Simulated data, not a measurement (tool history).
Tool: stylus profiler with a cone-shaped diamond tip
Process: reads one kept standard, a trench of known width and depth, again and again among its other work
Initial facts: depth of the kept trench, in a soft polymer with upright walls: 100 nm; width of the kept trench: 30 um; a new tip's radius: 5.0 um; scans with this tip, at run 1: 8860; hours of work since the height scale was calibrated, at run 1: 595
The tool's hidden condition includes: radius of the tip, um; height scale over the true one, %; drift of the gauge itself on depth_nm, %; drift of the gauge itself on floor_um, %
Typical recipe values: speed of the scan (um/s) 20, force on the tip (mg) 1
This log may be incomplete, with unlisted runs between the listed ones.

| run | hour | speed of the scan (um/s) | force on the tip (mg) | scans with this tip | hours of work since the height scale was calibrated | depth of the trench (angstrom) | width of the trench's floor (µm) |
|---|---|---|---|---|---|---|---|
| 1 | 0 | 20 | 1 | 8860 | 595 | 1003.7 | 26.67 |
| 2 | 39.4 | 20 | 1 | 9018 | 621 | 1003.4 | 26.69 |
| 3 | 69.3 | 20 | 1.96 | 9137 | 641 | 1006.6 | 26.68 |
| 4 | 127.9 | 20 | 1.96 | 9371 | 679 | 1006.7 | 26.66 |
| 5 | 164 | 20 | 1.96 | 9516 | 703 | 1006.8 | 26.56 |
| 6 | 211.3 | 20 | 1.96 | 9705 | 734 | 1006.9 | 26.64 |
| 7 | 242.1 | 20 | 1.96 | 9828 | 755 | 1006.8 | 26.63 |
| 8 | 287.8 | 20 | 1.96 | 10011 | 785 | 1006.5 | 26.54 |
| 9 | 342.5 | 20 | 1 | 10229 | 821 | 1003.6 | 26.58 |
|  | 348.4 | height scale calibrated on a step standard |
| 10 | 390.5 | 20 | 1 | 10419 | 28 | 1001.2 | 26.47 |
| 11 | 445.3 | 20 | 1 | 10638 | 64 | 1000 | 26.45 |
| 12 | 500.2 | 20 | 1 | 10858 | 100 | 1000.2 | 26.45 |
| 13 | 537.9 | 20 | 2.45 | 11008 | 125 | 1005.1 | 26.51 |
| 14 | 584.3 | 20 | 2.45 | 11194 | 156 | 1004.7 | 26.48 |
| 15 | 617.5 | 20 | 0.49 | 11327 | 178 | 997.2 | 26.33 |
| 16 | 658.4 | 23 | 0.49 | 11490 | 205 | 997.3 | 26.22 |
|  | 689.8 | height scale calibrated on a step standard, once more |
| 17 | 717.6 | 77 | 1 | 11725 | 18 | 1006 | 25.82 |
| 18 | 768.6 | 77 | 1 | 11928 | 52 | 1004.9 | 25.82 |
| 19 | 795.8 | 20 | 2.71 | 12037 | 70 | 1011.5 | 26.36 |
| 20 | 841.9 | 31 | 2.35 | 12221 | 100 | 1009.6 | 26.24 |
| 21 | 901.7 | 37 | 0.66 | 12460 | 140 | 1002.9 | 26 |
| 22 | 931.7 | 13 | 0.35 | 12580 | 160 | 1001.4 | 26.24 |
| 23 | 981.2 | 9 | 1.65 | 12778 | 192 | 1007.6 | 26.38 |
| 24 | 1024.8 | 9 | 1.65 | 12952 | 221 | 1007.1 | 26.37 |
| 25 | 1075.2 | 9 | 1.65 | 13154 | 254 | 1007.1 | 26.35 |
| 26 | 1099.7 | 63 | 1 | 13252 | 271 | 1004.9 | 25.79 |
| 27 | 1144.8 | 20 | 0.55 | 13432 | 300 | 1002.3 | 26.11 |
|  | 1190.2 | new tip fitted, height scale calibrated |
| 28 | 1207.1 | 20 | 0.55 | 67 | 11 | 1002.6 | 27.71 |
| 29 | 1257.4 | 20 | 0.55 | 268 | 44 | 1003 | 27.67 |
| 30 | 1310.9 | 24 | 0.44 | 482 | 80 | 1002.8 | 27.6 |
| 31 | 1360.4 | 6 | 0.44 | 680 | 112 | 1002.6 | 27.73 |
| 32 | 1403.6 | 57 | 0.73 | 852 | 141 | 1003.9 | 27.24 |
| 33 | 1449.2 | 57 | 0.73 | 1035 | 171 | 1003.6 | 27.25 |
| 34 | 1504.3 | 54 | 0.76 | 1255 | 207 | 1004 | 27.18 |
| 35 | 1529.3 | 54 | 0.76 | 1355 | 224 | 1003.6 | 27.12 |
| 36 | 1584.8 | 34 | 1.98 | 1577 | 261 | 1008.1 | 27.48 |
| 37 | 1617.7 | 23 | 1.9 | 1708 | 282 | 1009 | 27.56 |
| 38 | 1677.8 | 23 | 1.9 | 1948 | 322 | 1006.5 | 27.51 |

Below are 4 alternative next runs, each starting from the tool's condition after run 38. Predict each:
| A | 1724.7 | 20 | 0.78 | 2136 | 353 | ? | ? |
| B | 1724.7 | 14 | 1.05 | 2136 | 353 | ? | ? |
| C | 1724.7 | 46 | 1.15 | 2136 | 353 | ? | ? |
| D | 1724.7 | 43 | 0.53 | 2136 | 353 | ? | ? |

| run | depth of the trench (angstrom) | width of the trench's floor (µm) |
|---|---|---|
| A | 1003.7 | 27.42 |
| B | 1004.3 | 27.41 |
| C | 1004.1 | 27.24 |
| D | 1001.9 | 27.04 |
With no hidden state in the tool, these same runs would have given:
| run | depth of the trench (angstrom) | width of the trench's floor (µm) |
|---|---|---|
| A | 1005.5 | 27.81 |
| B | 1006.1 | 27.8 |
| C | 1005.9 | 27.63 |
| D | 1003.8 | 27.42 |
